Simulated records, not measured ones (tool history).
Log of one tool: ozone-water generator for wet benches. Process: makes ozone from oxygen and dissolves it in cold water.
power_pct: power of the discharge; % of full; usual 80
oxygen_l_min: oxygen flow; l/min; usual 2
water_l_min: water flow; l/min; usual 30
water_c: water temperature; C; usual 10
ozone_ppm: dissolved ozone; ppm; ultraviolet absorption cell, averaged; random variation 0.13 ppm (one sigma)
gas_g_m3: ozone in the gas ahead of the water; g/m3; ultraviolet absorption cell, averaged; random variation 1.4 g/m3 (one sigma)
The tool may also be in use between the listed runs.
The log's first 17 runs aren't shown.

run    hour  power_pct  oxygen_l_min  water_l_min  water_c  ozone_ppm  gas_g_m3
 18   555.4         65          3.15           36        7          9     158.6
 19   583.6         80          1.54           26       17       11.2       260
      586.1  -- water thermometer calibrated
 20   609.5         95          1.28           30       10       10.2     316.1
 21   653.4         70          1.28           18       10       14.1     251.6
 22   698.5         70          1.28           18       10       13.9     250.5
 23   731.8         70          2.52           23       18       13.1     184.1
      759.2  -- water thermometer calibrated, once more
 24   775.4         70          2.52           42       11        7.3     183.5
 25   799.4         70          2.26           44        8        6.7     193.4
 26   826.8         78             2           30       10       10.5     221.6
 27   868.1         78             2           30       10       10.4     216.4
 28   910.9         84          1.24           19        7       14.9     286.6
 29   946.3         67          1.84           19        7       14.6     204.2
 30   982.8         46          2.97           19        8       13.1     124.2
 31  1004.3         46          2.97           19        8       13.1       124
 32  1047.8         46          2.97           19        8         13     124.1
 33  1077.4         46          2.97           19        8       13.1     122.9

Forecast each of these 4 alternatives for the next run:
  A  1112.6         46          2.97           19       16          ?         ?
  B  1112.6         80          1.27           30       12          ?         ?
  C  1112.6         43          2.97           19       15          ?         ?
  D  1112.6         66             2           30       17          ?         ?

run  ozone_ppm  gas_g_m3
  A       12.1     123.3
  B        8.5     271.5
  C       11.7     117.8
  D        8.7     191.9
Without the tool's hidden state the same runs would have given:
run  ozone_ppm  gas_g_m3
  A       13.8     138.3
  B       10.5     328.3
  C       13.1     130.9
  D       10.4     226.2
